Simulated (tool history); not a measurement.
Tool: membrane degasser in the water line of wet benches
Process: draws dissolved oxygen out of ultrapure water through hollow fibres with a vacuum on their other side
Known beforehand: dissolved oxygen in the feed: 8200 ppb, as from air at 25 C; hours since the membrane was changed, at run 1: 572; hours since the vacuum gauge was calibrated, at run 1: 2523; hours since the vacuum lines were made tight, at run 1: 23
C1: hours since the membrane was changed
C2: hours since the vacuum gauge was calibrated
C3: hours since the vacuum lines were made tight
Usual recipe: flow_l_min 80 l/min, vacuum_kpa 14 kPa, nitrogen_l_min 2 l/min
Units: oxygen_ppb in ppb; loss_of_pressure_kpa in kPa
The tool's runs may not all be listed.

run 1 day=0 | flow_l_min=80 vacuum_kpa=14 nitrogen_l_min=2 | C1=572 C2=2523 C3=23 | oxygen_ppb=836.5 loss_of_pressure_kpa=39.76
run 2 day=3.3 | flow_l_min=80 vacuum_kpa=14 nitrogen_l_min=2 | C1=651 C2=2602 C3=102 | oxygen_ppb=838.1 loss_of_pressure_kpa=39.6
run 3 day=5.567 | flow_l_min=52 vacuum_kpa=14 nitrogen_l_min=2 | C1=705 C2=2657 C3=156 | oxygen_ppb=587 loss_of_pressure_kpa=25.65
run 4 day=7.35 | flow_l_min=80 vacuum_kpa=14 nitrogen_l_min=2 | C1=748 C2=2700 C3=199 | oxygen_ppb=838.3 loss_of_pressure_kpa=39.61
run 5 day=10.892 | flow_l_min=80 vacuum_kpa=14 nitrogen_l_min=2 | C1=833 C2=2785 C3=284 | oxygen_ppb=843.7 loss_of_pressure_kpa=39.64
run 6 day=12.517 | flow_l_min=80 vacuum_kpa=14 nitrogen_l_min=2 | C1=872 C2=2824 C3=323 | oxygen_ppb=844.6 loss_of_pressure_kpa=39.57
run 7 day=14.421 | flow_l_min=80 vacuum_kpa=14 nitrogen_l_min=2 | C1=918 C2=2869 C3=369 | oxygen_ppb=844.7 loss_of_pressure_kpa=39.5
run 8 day=16.054 | flow_l_min=80 vacuum_kpa=14 nitrogen_l_min=2 | C1=957 C2=2909 C3=408 | oxygen_ppb=843 loss_of_pressure_kpa=39.98
run 9 day=19.583 | flow_l_min=80 vacuum_kpa=14 nitrogen_l_min=2 | C1=1042 C2=2993 C3=493 | oxygen_ppb=843.6 loss_of_pressure_kpa=39.98
run 10 day=22.583 | flow_l_min=59 vacuum_kpa=14 nitrogen_l_min=2 | C1=1114 C2=3065 C3=565 | oxygen_ppb=650 loss_of_pressure_kpa=29.53
run 11 day=26.008 | flow_l_min=59 vacuum_kpa=14 nitrogen_l_min=2 | C1=1196 C2=3147 C3=647 | oxygen_ppb=649.4 loss_of_pressure_kpa=29.63
run 12 day=29.429 | flow_l_min=59 vacuum_kpa=14 nitrogen_l_min=2 | C1=1278 C2=3230 C3=729 | oxygen_ppb=653.1 loss_of_pressure_kpa=29.75
run 13 day=31.788 | flow_l_min=59 vacuum_kpa=14 nitrogen_l_min=2 | C1=1335 C2=3286 C3=786 | oxygen_ppb=650.3 loss_of_pressure_kpa=29.43
run 14 day=33.467 | flow_l_min=59 vacuum_kpa=14 nitrogen_l_min=2 | C1=1375 C2=3326 C3=826 | oxygen_ppb=650.8 loss_of_pressure_kpa=30
run 15 day=36.342 | flow_l_min=80 vacuum_kpa=14 nitrogen_l_min=2 | C1=1444 C2=3395 C3=895 | oxygen_ppb=843.4 loss_of_pressure_kpa=40.08
run 16 day=39.462 | flow_l_min=80 vacuum_kpa=14 nitrogen_l_min=5.58 | C1=1519 C2=3470 C3=970 | oxygen_ppb=386.9 loss_of_pressure_kpa=40.09
run 17 day=42.733 | flow_l_min=80 vacuum_kpa=14 nitrogen_l_min=5.58 | C1=1597 C2=3549 C3=1048 | oxygen_ppb=388.4 loss_of_pressure_kpa=40.16
run 18 day=46.204 | flow_l_min=96 vacuum_kpa=11.5 nitrogen_l_min=5.58 | C1=1681 C2=3632 C3=1132 | oxygen_ppb=386 loss_of_pressure_kpa=48.27
run 19 day=49.35 | flow_l_min=96 vacuum_kpa=11.5 nitrogen_l_min=5.58 | C1=1756 C2=3708 C3=1207 | oxygen_ppb=385.5 loss_of_pressure_kpa=48.16
run 20 day=51.896 | flow_l_min=96 vacuum_kpa=11.5 nitrogen_l_min=5.58 | C1=1817 C2=3769 C3=1268 | oxygen_ppb=386.8 loss_of_pressure_kpa=48.26
run 21 day=55.117 | flow_l_min=96 vacuum_kpa=11.5 nitrogen_l_min=5.58 | C1=1894 C2=3846 C3=1345 | oxygen_ppb=385.1 loss_of_pressure_kpa=48.45
run 22 day=57.388 | flow_l_min=74 vacuum_kpa=14.3 nitrogen_l_min=1.66 | C1=1949 C2=3901 C3=1400 | oxygen_ppb=924.4 loss_of_pressure_kpa=37.52
run 23 day=59.846 | flow_l_min=74 vacuum_kpa=14.3 nitrogen_l_min=1.66 | C1=2008 C2=3960 C3=1459 | oxygen_ppb=931.2 loss_of_pressure_kpa=37.57
run 24 day=61.733 | flow_l_min=106 vacuum_kpa=14.3 nitrogen_l_min=1.66 | C1=2053 C2=4005 C3=1504 | oxygen_ppb=1225.2 loss_of_pressure_kpa=53.6
run 25 day=64.342 | flow_l_min=106 vacuum_kpa=14.3 nitrogen_l_min=1.66 | C1=2116 C2=4067 C3=1567 | oxygen_ppb=1229.6 loss_of_pressure_kpa=53.62
run 26 day=67.779 | flow_l_min=80 vacuum_kpa=27.8 nitrogen_l_min=1.83 | C1=2198 C2=4150 C3=1649 | oxygen_ppb=1784.1 loss_of_pressure_kpa=40.18
run 27 day=71.108 | flow_l_min=116 vacuum_kpa=8.6 nitrogen_l_min=3.6 | C1=2278 C2=4230 C3=1729 | oxygen_ppb=479.3 loss_of_pressure_kpa=58.46
run 28 day=74.425 | flow_l_min=65 vacuum_kpa=29.9 nitrogen_l_min=1.1 | C1=2358 C2=4309 C3=1809 | oxygen_ppb=2270.5 loss_of_pressure_kpa=32.94
run 29 day=75.938 | flow_l_min=87 vacuum_kpa=32.2 nitrogen_l_min=1.32 | C1=2394 C2=4346 C3=1845 | oxygen_ppb=2600 loss_of_pressure_kpa=44.09
run 30 day=79.196 | flow_l_min=48 vacuum_kpa=8.9 nitrogen_l_min=1.31 | C1=2472 C2=4424 C3=1923 | oxygen_ppb=431 loss_of_pressure_kpa=24.35
run 31 day=82.221 | flow_l_min=80 vacuum_kpa=29.2 nitrogen_l_min=2 | C1=2545 C2=4497 C3=1996 | oxygen_ppb=1762.9 loss_of_pressure_kpa=40.65
run 32 day=85.3 | flow_l_min=80 vacuum_kpa=34.4 nitrogen_l_min=2 | C1=2619 C2=4570 C3=2070 | oxygen_ppb=2030.7 loss_of_pressure_kpa=40.72

Here are 3 independent what-if runs from the current tool condition. What would each one return?
run A day=87.95 | flow_l_min=80 vacuum_kpa=26.7 nitrogen_l_min=5.62 | C1=2682 C2=4634 C3=2133 | oxygen_ppb=? loss_of_pressure_kpa=?
run B day=87.95 | flow_l_min=52 vacuum_kpa=17.2 nitrogen_l_min=2 | C1=2682 C2=4634 C3=2133 | oxygen_ppb=? loss_of_pressure_kpa=?
run C day=87.95 | flow_l_min=81 vacuum_kpa=9 nitrogen_l_min=2.2 | C1=2682 C2=4634 C3=2133 | oxygen_ppb=? loss_of_pressure_kpa=?

run=A oxygen_ppb=751.6 loss_of_pressure_kpa=40.81
run=B oxygen_ppb=745.2 loss_of_pressure_kpa=26.64
run=C oxygen_ppb=475.6 loss_of_pressure_kpa=41.23
Stripped of hidden state, with their random variation kept, the same runs would have yielded:
run=A oxygen_ppb=737.4 loss_of_pressure_kpa=39.34
run=B oxygen_ppb=731.2 loss_of_pressure_kpa=25.69
run=C oxygen_ppb=451.9 loss_of_pressure_kpa=39.75
